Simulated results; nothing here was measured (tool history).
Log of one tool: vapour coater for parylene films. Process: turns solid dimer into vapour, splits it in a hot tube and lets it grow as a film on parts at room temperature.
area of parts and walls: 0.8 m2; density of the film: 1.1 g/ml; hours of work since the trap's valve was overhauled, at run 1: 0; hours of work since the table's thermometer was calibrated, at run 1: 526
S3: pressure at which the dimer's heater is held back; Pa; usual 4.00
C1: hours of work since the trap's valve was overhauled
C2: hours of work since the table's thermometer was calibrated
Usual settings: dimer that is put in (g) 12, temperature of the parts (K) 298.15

{"run": 1, "hour": 0.0, "dimer that is put in (g)": 12, "temperature of the parts (K)": 298.15, "S3": 4.0, "C1": 0, "C2": 526, "thickness of the film (um)": 8.05}
{"run": 2, "hour": 26.5, "dimer that is put in (g)": 11, "temperature of the parts (K)": 298.15, "S3": 4.0, "C1": 17, "C2": 543, "thickness of the film (um)": 7.19}
{"run": 3, "hour": 79.5, "dimer that is put in (g)": 9, "temperature of the parts (K)": 298.15, "S3": 4.0, "C1": 52, "C2": 578, "thickness of the film (um)": 5.77}
{"run": 4, "hour": 132.5, "dimer that is put in (g)": 12, "temperature of the parts (K)": 298.15, "S3": 4.0, "C1": 86, "C2": 612, "thickness of the film (um)": 7.64}
{"hour": 138.8, "done": "table's thermometer calibrated"}
{"run": 5, "hour": 179.7, "dimer that is put in (g)": 12, "temperature of the parts (K)": 298.15, "S3": 4.0, "C1": 116, "C2": 27, "thickness of the film (um)": 7.49}
{"run": 6, "hour": 217.5, "dimer that is put in (g)": 12, "temperature of the parts (K)": 298.15, "S3": 4.0, "C1": 141, "C2": 51, "thickness of the film (um)": 7.19}
{"run": 7, "hour": 258.6, "dimer that is put in (g)": 12, "temperature of the parts (K)": 298.15, "S3": 4.0, "C1": 167, "C2": 78, "thickness of the film (um)": 7.19}
{"run": 8, "hour": 315.8, "dimer that is put in (g)": 12, "temperature of the parts (K)": 298.15, "S3": 4.0, "C1": 205, "C2": 115, "thickness of the film (um)": 6.94}
{"hour": 348.3, "done": "trap's valve overhauled"}
{"run": 9, "hour": 365.5, "dimer that is put in (g)": 12, "temperature of the parts (K)": 298.15, "S3": 4.0, "C1": 11, "C2": 145, "thickness of the film (um)": 8.01}
{"run": 10, "hour": 393.4, "dimer that is put in (g)": 10, "temperature of the parts (K)": 303.15, "S3": 4.0, "C1": 29, "C2": 163, "thickness of the film (um)": 5.56}
{"hour": 403.3, "done": "table's thermometer calibrated, once more"}
{"run": 11, "hour": 449.4, "dimer that is put in (g)": 10, "temperature of the parts (K)": 303.15, "S3": 4.0, "C1": 65, "C2": 30, "thickness of the film (um)": 5.44}

The next listed run, before its measurement:
{"run": 12, "hour": 503.8, "dimer that is put in (g)": 19, "temperature of the parts (K)": 298.15, "S3": 6.87, "C1": 100, "C2": 65, "thickness of the film (um)": "?"}

thickness of the film (um): 11.23
Without the tool's hidden state the same run would have given thickness of the film (um) 11.93.

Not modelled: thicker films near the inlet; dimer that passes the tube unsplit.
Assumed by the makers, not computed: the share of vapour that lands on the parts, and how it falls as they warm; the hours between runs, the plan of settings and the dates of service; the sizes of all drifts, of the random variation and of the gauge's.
